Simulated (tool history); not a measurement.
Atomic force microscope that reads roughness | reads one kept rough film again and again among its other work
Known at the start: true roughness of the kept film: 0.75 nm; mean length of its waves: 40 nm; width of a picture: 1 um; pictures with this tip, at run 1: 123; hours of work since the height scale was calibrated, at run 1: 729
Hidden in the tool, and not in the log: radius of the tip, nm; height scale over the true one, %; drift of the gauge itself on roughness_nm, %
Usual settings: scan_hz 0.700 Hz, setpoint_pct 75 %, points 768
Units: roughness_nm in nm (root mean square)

run    hour  scan_hz  setpoint_pct  points  pictures with this tip  hours of work since the height scale was calibrated  roughness_nm
  1     0.0    0.700            75     768                     123                                                  729         0.686
  2    27.1    0.700            75     768                     158                                                  743         0.692
  3    47.7    0.700            75     768                     184                                                  754         0.685
  4    81.3    0.857            75     768                     227                                                  772         0.679
      101.9  -- new tip fitted
  5   113.7    0.700            75     768                      15                                                  789         0.703
  6   133.8    0.700            75     693                      40                                                  800         0.699
  7   149.3    0.700            75     768                      60                                                  808         0.696
  8   171.2    0.700            75     768                      88                                                  820         0.697
  9   197.1    0.700            75     768                     121                                                  834         0.692
 10   224.1    0.700            75     768                     155                                                  849         0.685
 11   256.4    0.700            75     768                     196                                                  866         0.685
 12   283.0    2.789            75     768                     230                                                  880         0.591
      299.9  -- new tip fitted
 13   307.1    2.789            75     768                       9                                                  893         0.602
 14   338.6    0.700            75     702                      50                                                  910         0.693
 15   361.3    0.700            75     702                      78                                                  922         0.686
 16   396.7    0.700            75     768                     124                                                  941         0.696
 17   416.2    0.700            56     768                     148                                                  951         0.707
 18   448.5    0.700            56     768                     190                                                  969         0.705
 19   464.0    0.700            56     768                     209                                                  977         0.705
 20   491.3    2.639            75     768                     244                                                  992         0.595
      499.0  -- new tip fitted
 21   519.3    2.639            75     768                      26                                                 1006         0.608
 22   549.0    0.700            75     768                      64                                                 1022         0.694
 23   570.2    0.700            75     349                      91                                                 1034         0.689
 24   593.2    0.700            75     349                     120                                                 1046         0.685
 25   611.3    1.056            68     862                     144                                                 1056         0.683
 26   633.0    1.056            68     998                     171                                                 1067         0.683
 27   669.3    0.605            68     665                     217                                                 1087         0.684
      698.7  -- new tip fitted
 28   704.6    0.605            68     665                       8                                                 1106         0.710
 29   730.5    3.451            75     964                      41                                                 1119         0.586
 30   757.8    0.743            78     263                      76                                                 1134         0.673
 31   780.3    0.743            65     291                     104                                                 1146         0.699
 32   813.3    1.036            62     768                     146                                                 1164         0.685
 33   841.7    2.742            70     566                     182                                                 1179         0.619
 34   874.8    0.731            60     997                     225                                                 1197         0.698
 35   890.9    1.308            63     813                     245                                                 1206         0.672
      898.0  -- new tip fitted
 36   906.4    1.308            63     813                      10                                                 1214         0.701
 37   931.2    0.665            88     663                      42                                                 1227         0.665
 38   959.7    2.476            58     768                      78                                                 1242         0.685
 39   983.0    1.016            56     768                     108                                                 1255         0.694
 40  1009.1    1.196            60     500                     141                                                 1269         0.700
 41  1030.0    1.033            77     280                     168                                                 1280         0.655
 42  1054.6    2.431            75     348                     199                                                 1293         0.611
 43  1077.6    0.700            70     450                     228                                                 1305         0.680
     1095.8  -- new tip fitted
 44  1099.6    0.700            70     450                       5                                                 1317         0.703
 45  1114.9    0.700            66     539                      24                                                 1325         0.711
 46  1146.1    0.700            66     539                      64                                                 1342         0.707

Some steps in roughness_nm between neighbouring runs. How much of each would the tool show without its hidden state too (settings, what came in, random variation), and how much is left for the hidden state, with any gauge scatter that isn't in both results?
Run 4 -> 5: scan_hz 0.857 -> 0.700, new tip fitted. roughness_nm +0.024 nm (root mean square): hidden state +0.021, all else +0.003.
Run 11 -> 12: scan_hz 0.700 -> 2.789. roughness_nm -0.094 nm (root mean square): hidden state +0.001, all else -0.095.
Run 19 -> 20: scan_hz 0.700 -> 2.639, setpoint_pct 56 -> 75. roughness_nm -0.110 nm (root mean square): hidden state +0.001, all else -0.111.
Run 27 -> 28: new tip fitted. roughness_nm +0.026 nm (root mean square): hidden state +0.020, all else +0.006.
Run 28 -> 29: scan_hz 0.605 -> 3.451, setpoint_pct 68 -> 75, points 665 -> 964. roughness_nm -0.124 nm (root mean square): hidden state -0.001, all else -0.123.
Run 35 -> 36: new tip fitted. roughness_nm +0.029 nm (root mean square): hidden state +0.020, all else +0.009.

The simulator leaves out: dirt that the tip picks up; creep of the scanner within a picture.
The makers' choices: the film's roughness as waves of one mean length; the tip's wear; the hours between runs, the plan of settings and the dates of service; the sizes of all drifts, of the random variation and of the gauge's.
